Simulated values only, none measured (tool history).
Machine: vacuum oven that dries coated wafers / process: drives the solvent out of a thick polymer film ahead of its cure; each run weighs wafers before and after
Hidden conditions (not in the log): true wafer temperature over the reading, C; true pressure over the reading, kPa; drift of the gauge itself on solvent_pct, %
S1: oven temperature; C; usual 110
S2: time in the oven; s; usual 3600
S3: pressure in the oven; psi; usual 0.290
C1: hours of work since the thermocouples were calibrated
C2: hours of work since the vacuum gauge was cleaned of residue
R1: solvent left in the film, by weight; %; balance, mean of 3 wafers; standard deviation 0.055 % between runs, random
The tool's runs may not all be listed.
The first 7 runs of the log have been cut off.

{"run": 8, "hour": 83.1, "S1": 110, "S2": 3600, "S3": 0.286, "C1": 1433, "C2": 327, "R1": 2.88}
{"run": 9, "hour": 94.2, "S1": 110, "S2": 3600, "S3": 0.286, "C1": 1441, "C2": 335, "R1": 2.83}
{"run": 10, "hour": 101.5, "S1": 110, "S2": 3600, "S3": 0.263, "C1": 1446, "C2": 340, "R1": 2.8}
{"run": 11, "hour": 108.0, "S1": 110, "S2": 3600, "S3": 0.263, "C1": 1451, "C2": 345, "R1": 2.81}
{"run": 12, "hour": 119.9, "S1": 110, "S2": 3600, "S3": 0.263, "C1": 1459, "C2": 353, "R1": 2.86}
{"run": 13, "hour": 133.5, "S1": 110, "S2": 1920, "S3": 0.263, "C1": 1469, "C2": 363, "R1": 4.93}
{"run": 14, "hour": 145.3, "S1": 110, "S2": 1920, "S3": 0.263, "C1": 1477, "C2": 371, "R1": 4.85}
{"run": 15, "hour": 157.1, "S1": 110, "S2": 1920, "S3": 0.263, "C1": 1485, "C2": 379, "R1": 4.93}
{"run": 16, "hour": 167.6, "S1": 96, "S2": 3600, "S3": 0.29, "C1": 1493, "C2": 387, "R1": 6.12}
{"run": 17, "hour": 176.4, "S1": 96, "S2": 3600, "S3": 0.29, "C1": 1499, "C2": 393, "R1": 6.0}
{"run": 18, "hour": 188.6, "S1": 96, "S2": 3600, "S3": 0.29, "C1": 1508, "C2": 401, "R1": 6.08}
{"run": 19, "hour": 201.5, "S1": 99, "S2": 3600, "S3": 0.29, "C1": 1517, "C2": 411, "R1": 5.41}
{"run": 20, "hour": 217.6, "S1": 110, "S2": 3600, "S3": 0.29, "C1": 1528, "C2": 422, "R1": 2.82}
{"run": 21, "hour": 225.0, "S1": 110, "S2": 3600, "S3": 0.183, "C1": 1533, "C2": 427, "R1": 2.52}
{"run": 22, "hour": 238.6, "S1": 110, "S2": 3600, "S3": 0.29, "C1": 1543, "C2": 437, "R1": 2.83}
{"run": 23, "hour": 253.9, "S1": 99, "S2": 3600, "S3": 0.29, "C1": 1553, "C2": 447, "R1": 5.49}
{"run": 24, "hour": 265.9, "S1": 123, "S2": 3600, "S3": 0.29, "C1": 1562, "C2": 456, "R1": 1.05}
{"run": 25, "hour": 280.1, "S1": 111, "S2": 5580, "S3": 0.396, "C1": 1572, "C2": 466, "R1": 2.11}
{"run": 26, "hour": 289.2, "S1": 121, "S2": 2220, "S3": 0.521, "C1": 1578, "C2": 472, "R1": 2.84}
{"run": 27, "hour": 305.1, "S1": 101, "S2": 3600, "S3": 0.624, "C1": 1589, "C2": 483, "R1": 6.22}
{"run": 28, "hour": 313.2, "S1": 110, "S2": 3900, "S3": 0.222, "C1": 1595, "C2": 489, "R1": 2.43}
{"run": 29, "hour": 325.0, "S1": 114, "S2": 2880, "S3": 0.29, "C1": 1603, "C2": 497, "R1": 2.79}
{"run": 30, "hour": 335.2, "S1": 96, "S2": 3900, "S3": 0.39, "C1": 1611, "C2": 504, "R1": 6.29}
{"run": 31, "hour": 350.0, "S1": 96, "S2": 6000, "S3": 0.29, "C1": 1621, "C2": 515, "R1": 4.52}
{"run": 32, "hour": 359.7, "S1": 110, "S2": 3600, "S3": 1.159, "C1": 1628, "C2": 522, "R1": 5.78}

Run 33 comes next. What will it give?
{"run": 33, "hour": 370.8, "S1": 113, "S2": 3600, "S3": 0.664, "C1": 1636, "C2": 530, "R1": "?"}

{"run 33": {"R1": 3.62}}
Were there no unlogged condition in the tool, this run, its random variation unchanged, would have produced R1 3.04 %.
